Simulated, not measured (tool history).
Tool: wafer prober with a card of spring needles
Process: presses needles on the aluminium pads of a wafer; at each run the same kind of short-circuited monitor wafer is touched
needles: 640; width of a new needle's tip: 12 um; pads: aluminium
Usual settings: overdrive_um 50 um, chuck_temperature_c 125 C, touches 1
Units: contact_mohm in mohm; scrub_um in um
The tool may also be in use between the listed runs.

Run 1, hour 0: usual settings. Result: contact_mohm 308 mohm, scrub_um 9.87 um.
At hour 6.9: tips cleaned on abrasive film.
At hour 25.7: tips cleaned on abrasive film.
At hour 44.4: tips cleaned on abrasive film.
Run 2, hour 44.4: usual settings. Result: contact_mohm 257 mohm, scrub_um 9.67 um.
At hour 64.3: tips cleaned on abrasive film.
At hour 77.7: tips cleaned on abrasive film, once more.
Run 3, hour 90.9: usual settings but overdrive_um 38 um. Result: contact_mohm 359 mohm, scrub_um 7.24 um.
At hour 98: tips cleaned on abrasive film.
At hour 120: tips cleaned on abrasive film.
Run 4, hour 137.2: usual settings. Result: contact_mohm 324 mohm, scrub_um 9.77 um.
At hour 140.4: tips cleaned on abrasive film.
At hour 162: tips cleaned on abrasive film.
At hour 181.2: tips cleaned on abrasive film.
Run 5, hour 181.2: usual settings but chuck_temperature_c 71 C. Result: contact_mohm 240 mohm, scrub_um 9.67 um.
At hour 200: tips cleaned on abrasive film.
Run 6, hour 203.4: usual settings but chuck_temperature_c 71 C. Result: contact_mohm 267 mohm, scrub_um 9.6 um.
At hour 219: tips cleaned on abrasive film.
At hour 237.7: tips cleaned on abrasive film.
Run 7, hour 243.2: usual settings but chuck_temperature_c 71 C. Result: contact_mohm 278 mohm, scrub_um 9.54 um.
At hour 259.1: tips cleaned on abrasive film.
Run 8, hour 273: usual settings but chuck_temperature_c 71 C. Result: contact_mohm 316 mohm, scrub_um 9.5 um.
At hour 281.1: tips cleaned on abrasive film.
At hour 301.7: tips cleaned on abrasive film.
Run 9, hour 309.1: usual settings but chuck_temperature_c 71 C. Result: contact_mohm 300 mohm, scrub_um 9.66 um.
At hour 321.8: tips cleaned on abrasive film.
At hour 324.4: height of the first contact set anew.
At hour 341.6: tips cleaned on abrasive film.
Run 10, hour 343.1: usual settings but overdrive_um 67 um. Result: contact_mohm 254 mohm, scrub_um 13.4 um.
At hour 361.2: tips cleaned on abrasive film.
Run 11, hour 365.1: usual settings but overdrive_um 67 um. Result: contact_mohm 269 mohm, scrub_um 13.53 um.
At hour 381.4: tips cleaned on abrasive film.
At hour 401.2: tips cleaned on abrasive film.
Run 12, hour 403.4: usual settings. Result: contact_mohm 275 mohm, scrub_um 9.98 um.
At hour 421: tips cleaned on abrasive film.
At hour 441.2: tips cleaned on abrasive film.
Run 13, hour 452.1: usual settings but overdrive_um 42 um, chuck_temperature_c 115 C, touches 3. Result: contact_mohm 285 mohm, scrub_um 8.35 um.
At hour 463: tips cleaned on abrasive film.
At hour 482.8: tips cleaned on abrasive film.
Run 14, hour 485.5: usual settings but overdrive_um 42 um, chuck_temperature_c 115 C, touches 3. Result: contact_mohm 265 mohm, scrub_um 8.28 um.
At hour 502.4: tips cleaned on abrasive film.
At hour 522.7: tips cleaned on abrasive film.
Run 15, hour 526.3: usual settings but overdrive_um 42 um, chuck_temperature_c 115 C, touches 3. Result: contact_mohm 263 mohm, scrub_um 8.33 um.
At hour 541: tips cleaned on abrasive film.
Run 16, hour 552.5: usual settings but overdrive_um 43 um, chuck_temperature_c 67 C, touches 3. Result: contact_mohm 271 mohm, scrub_um 8.44 um.
At hour 560.3: tips cleaned on abrasive film.
At hour 579.5: tips cleaned on abrasive film.
Run 17, hour 591.1: usual settings but overdrive_um 43 um, chuck_temperature_c 67 C, touches 3. Result: contact_mohm 270 mohm, scrub_um 8.4 um.
At hour 599.7: tips cleaned on abrasive film.
Run 18, hour 613.2: usual settings but overdrive_um 43 um, chuck_temperature_c 67 C, touches 3. Result: contact_mohm 275 mohm, scrub_um 8.41 um.
At hour 619.3: tips cleaned on abrasive film.
At hour 639.9: tips cleaned on abrasive film.
Run 19, hour 649: usual settings but chuck_temperature_c 113 C, touches 2. Result: contact_mohm 284 mohm, scrub_um 9.63 um.
At hour 659.4: tips cleaned on abrasive film.
At hour 679.6: tips cleaned on abrasive film.
Run 20, hour 695.6: usual settings but touches 2. Result: contact_mohm 294 mohm, scrub_um 9.72 um.
At hour 698.7: tips cleaned on abrasive film.
At hour 717.6: tips cleaned on abrasive film.
Run 21, hour 727.3: usual settings but overdrive_um 41 um, chuck_temperature_c 102 C. Result: contact_mohm 340 mohm, scrub_um 7.9 um.
At hour 737.9: tips cleaned on abrasive film.
At hour 757.9: tips cleaned on abrasive film.
Run 22, hour 763.4: usual settings but overdrive_um 41 um, chuck_temperature_c 102 C. Result: contact_mohm 308 mohm, scrub_um 7.72 um.
At hour 776: tips cleaned on abrasive film.
At hour 797.1: tips cleaned on abrasive film.
Run 23, hour 799.2: usual settings but overdrive_um 31 um, touches 2. Result: contact_mohm 301 mohm, scrub_um 5.74 um.
At hour 815.4: tips cleaned on abrasive film.
Run 24, hour 819.7: usual settings but overdrive_um 38 um, touches 2. Result: contact_mohm 291 mohm, scrub_um 7.2 um.

4 ways to go on from here, each from the tool as it stands after run 24. What would each give?
At hour 834.3: tips cleaned on abrasive film.
At hour 840.4: height of the first contact set anew.
At hour 853.5: tips cleaned on abrasive film.
Run A, hour 856: usual settings but overdrive_um 48 um, chuck_temperature_c 31 C, touches 2. Result: contact_mohm ?, scrub_um ?.
At hour 834.3: tips cleaned on abrasive film.
At hour 840.4: height of the first contact set anew.
At hour 853.5: tips cleaned on abrasive film.
Run B, hour 856: usual settings but overdrive_um 39 um, chuck_temperature_c 28 C, touches 2. Result: contact_mohm ?, scrub_um ?.
At hour 834.3: tips cleaned on abrasive film.
At hour 840.4: height of the first contact set anew.
At hour 853.5: tips cleaned on abrasive film.
Run C, hour 856: usual settings but overdrive_um 45 um, chuck_temperature_c 104 C. Result: contact_mohm ?, scrub_um ?.
At hour 834.3: tips cleaned on abrasive film.
At hour 840.4: height of the first contact set anew.
At hour 853.5: tips cleaned on abrasive film.
Run D, hour 856: usual settings but overdrive_um 43 um, chuck_temperature_c 110 C, touches 2. Result: contact_mohm ?, scrub_um ?.

run  contact_mohm  scrub_um
  A           243      9.75
  B           252      7.84
  C           270      8.96
  D           264      8.64
Without the tool's hidden state the same runs would have given:
run  contact_mohm  scrub_um
  A           227      9.77
  B           230      7.85
  C           244      8.98
  D           247      8.66
